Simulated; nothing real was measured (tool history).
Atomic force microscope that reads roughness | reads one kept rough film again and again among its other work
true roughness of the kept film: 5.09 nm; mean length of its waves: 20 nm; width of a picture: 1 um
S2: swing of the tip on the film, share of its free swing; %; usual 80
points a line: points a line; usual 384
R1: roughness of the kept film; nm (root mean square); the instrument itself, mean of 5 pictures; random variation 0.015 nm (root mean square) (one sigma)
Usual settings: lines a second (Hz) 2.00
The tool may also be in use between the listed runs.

Run 1, day 0.000: usual settings. Result: R1 3.567 nm (root mean square).
Run 2, day 0.462: usual settings. Result: R1 3.587 nm (root mean square).
Run 3, day 1.271: usual settings. Result: R1 3.556 nm (root mean square).
Run 4, day 2.050: usual settings. Result: R1 3.546 nm (root mean square).
Run 5, day 2.867: usual settings. Result: R1 3.546 nm (root mean square).
Run 6, day 3.367: usual settings. Result: R1 3.546 nm (root mean square).
Run 7, day 4.233: usual settings but S2 64 %. Result: R1 3.779 nm (root mean square).
Run 8, day 4.696: usual settings but S2 64 %. Result: R1 3.815 nm (root mean square).
Run 9, day 5.250: usual settings but S2 64 %. Result: R1 3.802 nm (root mean square).
Run 10, day 5.917: usual settings but lines a second (Hz) 2.15, S2 64 %. Result: R1 3.765 nm (root mean square).
Run 11, day 6.312: usual settings but lines a second (Hz) 2.15, S2 64 %. Result: R1 3.810 nm (root mean square).
Run 12, day 6.838: usual settings but lines a second (Hz) 2.15, S2 64 %. Result: R1 3.834 nm (root mean square).
Run 13, day 7.654: usual settings but S2 67 %. Result: R1 3.757 nm (root mean square).
Run 14, day 8.458: usual settings but S2 81 %. Result: R1 3.547 nm (root mean square).
Run 15, day 8.867: usual settings. Result: R1 3.540 nm (root mean square).
Run 16, day 9.379: usual settings. Result: R1 3.552 nm (root mean square).
At day 9.796: new tip fitted.
Run 17, day 10.038: usual settings. Result: R1 3.559 nm (root mean square).
Run 18, day 10.538: usual settings. Result: R1 3.558 nm (root mean square).
Run 19, day 11.429: usual settings but lines a second (Hz) 2.27. Result: R1 3.502 nm (root mean square).
Run 20, day 12.167: usual settings but S2 66 %, points a line 1000. Result: R1 3.815 nm (root mean square).
Run 21, day 12.567: usual settings but S2 66 %, points a line 1000. Result: R1 3.817 nm (root mean square).
Run 22, day 13.200: usual settings but S2 60 %, points a line 500. Result: R1 3.896 nm (root mean square).
Run 23, day 13.942: usual settings but lines a second (Hz) 1.82, S2 75 %, points a line 292. Result: R1 3.639 nm (root mean square).
Run 24, day 14.733: usual settings but lines a second (Hz) 3.49, S2 60 %, points a line 284. Result: R1 3.669 nm (root mean square).
Run 25, day 15.604: usual settings but lines a second (Hz) 3.49, S2 57 %, points a line 284. Result: R1 3.729 nm (root mean square).
Run 26, day 16.325: usual settings but S2 84 %, points a line 672. Result: R1 3.500 nm (root mean square).
Run 27, day 16.921: usual settings but lines a second (Hz) 1.60, S2 78 %, points a line 311. Result: R1 3.599 nm (root mean square).
Run 28, day 17.408: usual settings but S2 69 %, points a line 381. Result: R1 3.708 nm (root mean square).
Run 29, day 18.329: usual settings but S2 69 %, points a line 381. Result: R1 3.711 nm (root mean square).

Run 30 comes next. What will it give?
Run 30, day 18.762: usual settings but lines a second (Hz) 0.87, S2 55 %, points a line 362. Result: R1 ?.

Run 30 gave R1 3.920 nm (root mean square).
Without the tool's hidden state the same run would have given R1 3.939 nm (root mean square).
